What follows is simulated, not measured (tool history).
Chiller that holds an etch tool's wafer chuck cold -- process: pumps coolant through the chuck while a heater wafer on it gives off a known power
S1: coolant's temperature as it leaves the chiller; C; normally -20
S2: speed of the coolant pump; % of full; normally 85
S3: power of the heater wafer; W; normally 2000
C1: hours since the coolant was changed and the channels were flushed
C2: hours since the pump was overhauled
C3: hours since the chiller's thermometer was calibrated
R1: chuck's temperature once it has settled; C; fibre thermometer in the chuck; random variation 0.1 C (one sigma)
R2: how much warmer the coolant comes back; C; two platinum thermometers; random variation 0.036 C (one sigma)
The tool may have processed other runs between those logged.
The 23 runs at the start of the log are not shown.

{"run": 24, "hour": 532.5, "S1": -25, "S2": 100, "S3": 1713, "C1": 6029, "C2": 1686, "C3": 662, "R1": -13.3, "R2": 4.76}
{"run": 25, "hour": 554.5, "S1": -25, "S2": 100, "S3": 1713, "C1": 6051, "C2": 1708, "C3": 683, "R1": -13.4, "R2": 4.7}
{"run": 26, "hour": 569.7, "S1": -22, "S2": 85, "S3": 2457, "C1": 6067, "C2": 1723, "C3": 699, "R1": -3.5, "R2": 8.13}
{"run": 27, "hour": 585.1, "S1": -22, "S2": 85, "S3": 2457, "C1": 6082, "C2": 1738, "C3": 714, "R1": -3.3, "R2": 8.16}
{"run": 28, "hour": 607.5, "S1": -22, "S2": 85, "S3": 2457, "C1": 6104, "C2": 1761, "C3": 737, "R1": -3.5, "R2": 8.15}
{"run": 29, "hour": 629.4, "S1": -22, "S2": 85, "S3": 2457, "C1": 6126, "C2": 1783, "C3": 758, "R1": -3.5, "R2": 8.08}
{"run": 30, "hour": 649.5, "S1": -22, "S2": 85, "S3": 2457, "C1": 6146, "C2": 1803, "C3": 779, "R1": -3.6, "R2": 8.17}
{"run": 31, "hour": 665.8, "S1": -20, "S2": 99, "S3": 2038, "C1": 6163, "C2": 1819, "C3": 795, "R1": -6.1, "R2": 5.68}

Alternative continuations, all from the tool just after run 31; predict every row:
{"run": "A", "hour": 681.6, "S1": -20, "S2": 83, "S3": 2038, "C1": 6179, "C2": 1835, "C3": 811, "R1": "?", "R2": "?"}
{"run": "B", "hour": 681.6, "S1": -20, "S2": 67, "S3": 2038, "C1": 6179, "C2": 1835, "C3": 811, "R1": "?", "R2": "?"}
{"run": "C", "hour": 681.6, "S1": -28, "S2": 71, "S3": 2173, "C1": 6179, "C2": 1835, "C3": 811, "R1": "?", "R2": "?"}
{"run": "D", "hour": 681.6, "S1": -25, "S2": 96, "S3": 1187, "C1": 6179, "C2": 1835, "C3": 811, "R1": "?", "R2": "?"}

run=A R1=-4.4 R2=6.80
run=B R1=-2.2 R2=8.56
run=C R1=-9.6 R2=8.66
run=D R1=-16.9 R2=3.31
The same runs, with their run-to-run variation unchanged, on a tool lacking any hidden condition would have given:
run=A R1=-4.4 R2=7.05
run=B R1=-2.2 R2=8.80
run=C R1=-9.6 R2=8.91
run=D R1=-16.9 R2=3.56
